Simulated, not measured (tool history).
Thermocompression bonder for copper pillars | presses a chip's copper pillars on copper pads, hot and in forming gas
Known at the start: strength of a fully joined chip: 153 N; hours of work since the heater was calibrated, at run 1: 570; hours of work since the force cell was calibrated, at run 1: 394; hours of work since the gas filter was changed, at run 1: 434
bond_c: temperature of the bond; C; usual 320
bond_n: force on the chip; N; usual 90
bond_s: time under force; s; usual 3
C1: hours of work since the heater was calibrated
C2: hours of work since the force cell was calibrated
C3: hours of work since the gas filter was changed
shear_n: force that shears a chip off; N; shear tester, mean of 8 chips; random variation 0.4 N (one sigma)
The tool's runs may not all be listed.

run 1 day=0 | bond_c=320 bond_n=90 bond_s=3 | C1=570 C2=394 C3=434 | shear_n=59.7
run 2 day=0.871 | bond_c=320 bond_n=90 bond_s=3 | C1=582 C2=406 C3=446 | shear_n=59
run 3 day=2.2 | bond_c=320 bond_n=90 bond_s=3 | C1=600 C2=424 C3=464 | shear_n=59.3
run 4 day=3.167 | bond_c=320 bond_n=90 bond_s=3 | C1=613 C2=437 C3=477 | shear_n=59.4
-- day=4.496 forming gas filter changed
run 5 day=4.496 | bond_c=320 bond_n=90 bond_s=3 | C1=631 C2=455 C3=0 | shear_n=65
run 6 day=5.921 | bond_c=320 bond_n=80 bond_s=3 | C1=651 C2=474 C3=19 | shear_n=61.6
run 7 day=7.383 | bond_c=320 bond_n=80 bond_s=3 | C1=671 C2=494 C3=40 | shear_n=60.6
run 8 day=9.242 | bond_c=320 bond_n=80 bond_s=3 | C1=696 C2=520 C3=65 | shear_n=60.3
run 9 day=10.204 | bond_c=320 bond_n=80 bond_s=3 | C1=709 C2=533 C3=78 | shear_n=60.7
run 10 day=11.658 | bond_c=320 bond_n=111 bond_s=3 | C1=729 C2=553 C3=98 | shear_n=70.5
run 11 day=13.008 | bond_c=320 bond_n=98 bond_s=3 | C1=748 C2=571 C3=116 | shear_n=66.2
run 12 day=14.029 | bond_c=320 bond_n=62 bond_s=3 | C1=762 C2=585 C3=130 | shear_n=52.3
run 13 day=15.75 | bond_c=320 bond_n=62 bond_s=3 | C1=785 C2=609 C3=154 | shear_n=52.2
run 14 day=16.838 | bond_c=320 bond_n=62 bond_s=3 | C1=800 C2=624 C3=169 | shear_n=51.3
run 15 day=17.921 | bond_c=320 bond_n=62 bond_s=3 | C1=815 C2=639 C3=184 | shear_n=51.9
run 16 day=19.692 | bond_c=341 bond_n=75 bond_s=3 | C1=839 C2=663 C3=208 | shear_n=68.1
run 17 day=20.492 | bond_c=339 bond_n=98 bond_s=3 | C1=850 C2=674 C3=219 | shear_n=74.9

3 ways to go on from here, each from the tool as it stands after run 17. What would each give?
run A day=21.662 | bond_c=339 bond_n=79 bond_s=3 | C1=866 C2=690 C3=235 | shear_n=?
run B day=21.662 | bond_c=349 bond_n=114 bond_s=2 | C1=866 C2=690 C3=235 | shear_n=?
run C day=21.662 | bond_c=320 bond_n=69 bond_s=5 | C1=866 C2=690 C3=235 | shear_n=?

run=A shear_n=68.6
run=B shear_n=75.4
run=C shear_n=65.5
Without the tool's hidden state the same runs would have given:
run=A shear_n=73.1
run=B shear_n=80.2
run=C shear_n=70.1

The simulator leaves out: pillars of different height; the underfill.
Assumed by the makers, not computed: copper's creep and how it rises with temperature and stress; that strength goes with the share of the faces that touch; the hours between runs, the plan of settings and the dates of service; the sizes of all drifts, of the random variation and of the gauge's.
